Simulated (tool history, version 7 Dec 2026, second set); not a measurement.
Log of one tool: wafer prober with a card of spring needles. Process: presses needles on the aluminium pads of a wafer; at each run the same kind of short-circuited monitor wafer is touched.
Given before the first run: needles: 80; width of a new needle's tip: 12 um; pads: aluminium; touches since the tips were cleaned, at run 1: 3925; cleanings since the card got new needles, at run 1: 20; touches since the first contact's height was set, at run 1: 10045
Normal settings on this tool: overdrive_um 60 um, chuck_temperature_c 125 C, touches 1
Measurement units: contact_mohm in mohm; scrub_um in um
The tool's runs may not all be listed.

| run | hour | overdrive_um | chuck_temperature_c | touches | touches since the tips were cleaned | cleanings since the card got new needles | touches since the first contact's height was set | contact_mohm | scrub_um |
|---|---|---|---|---|---|---|---|---|---|
| 1 | 0.0 | 60 | 125 | 1 | 3925 | 20 | 10045 | 228 | 13.19 |
| 2 | 15.8 | 59 | 125 | 1 | 7259 | 20 | 13379 | 240 | 12.99 |
|  | 21.1 | tips cleaned on abrasive film |
| 3 | 43.3 | 59 | 125 | 3 | 4704 | 21 | 19187 | 185 | 12.96 |
|  | 60.1 | tips cleaned on abrasive film |
| 4 | 60.4 | 59 | 125 | 3 | 58 | 22 | 22782 | 165 | 12.96 |
| 5 | 75.3 | 59 | 125 | 3 | 3214 | 22 | 25938 | 181 | 12.96 |
| 6 | 93.5 | 59 | 125 | 3 | 7061 | 22 | 29785 | 185 | 13.02 |
|  | 99.2 | tips cleaned on abrasive film |
| 7 | 105.9 | 60 | 125 | 2 | 1409 | 23 | 32380 | 177 | 13.17 |
| 8 | 127.0 | 60 | 125 | 3 | 5879 | 23 | 36850 | 187 | 13.22 |
|  | 138.5 | tips cleaned on abrasive film |
| 9 | 152.1 | 60 | 125 | 1 | 2878 | 24 | 42135 | 211 | 13.17 |
| 10 | 166.4 | 60 | 125 | 1 | 5904 | 24 | 45161 | 230 | 13.18 |
|  | 177.6 | tips cleaned on abrasive film |
| 11 | 185.8 | 66 | 103 | 2 | 1734 | 25 | 49229 | 176 | 14.49 |
| 12 | 198.6 | 60 | 73 | 2 | 4441 | 25 | 51936 | 192 | 13.18 |
|  | 216.3 | tips cleaned on abrasive film |
| 13 | 217.8 | 60 | 73 | 2 | 302 | 26 | 55978 | 160 | 13.16 |
| 14 | 233.6 | 60 | 73 | 2 | 3652 | 26 | 59328 | 190 | 13.17 |
|  | 256.0 | tips cleaned on abrasive film |
| 15 | 257.9 | 51 | 73 | 2 | 410 | 27 | 64452 | 169 | 11.16 |
| 16 | 277.2 | 68 | 38 | 2 | 4482 | 27 | 68524 | 181 | 14.90 |
| 17 | 293.5 | 60 | 97 | 2 | 7928 | 27 | 71970 | 208 | 13.13 |
|  | 295.9 | tips cleaned on abrasive film |
| 18 | 319.9 | 60 | 97 | 2 | 5073 | 28 | 77536 | 197 | 13.12 |

5 ways to go on from here, each from the tool as it stands after run 18. What would each give?
|  | 335.0 | tips cleaned on abrasive film |
| A | 339.4 | 62 | 125 | 3 | 918 | 29 | 81635 | ? | ? |
|  | 335.0 | tips cleaned on abrasive film |
| B | 339.4 | 60 | 79 | 2 | 918 | 29 | 81635 | ? | ? |
|  | 335.0 | tips cleaned on abrasive film |
| C | 339.4 | 55 | 97 | 2 | 918 | 29 | 81635 | ? | ? |
|  | 335.0 | tips cleaned on abrasive film |
| D | 339.4 | 60 | 125 | 1 | 918 | 29 | 81635 | ? | ? |
|  | 335.0 | tips cleaned on abrasive film |
| E | 339.4 | 65 | 28 | 1 | 918 | 29 | 81635 | ? | ? |

| run | contact_mohm | scrub_um |
|---|---|---|
| A | 167 | 13.57 |
| B | 169 | 13.15 |
| C | 178 | 12.00 |
| D | 188 | 13.12 |
| E | 166 | 14.27 |
Take away the tool's hidden state, keep each run's random variation, and the runs would have read:
| run | contact_mohm | scrub_um |
|---|---|---|
| A | 158 | 13.67 |
| B | 151 | 13.25 |
| C | 158 | 12.10 |
| D | 161 | 13.22 |
| E | 139 | 14.37 |
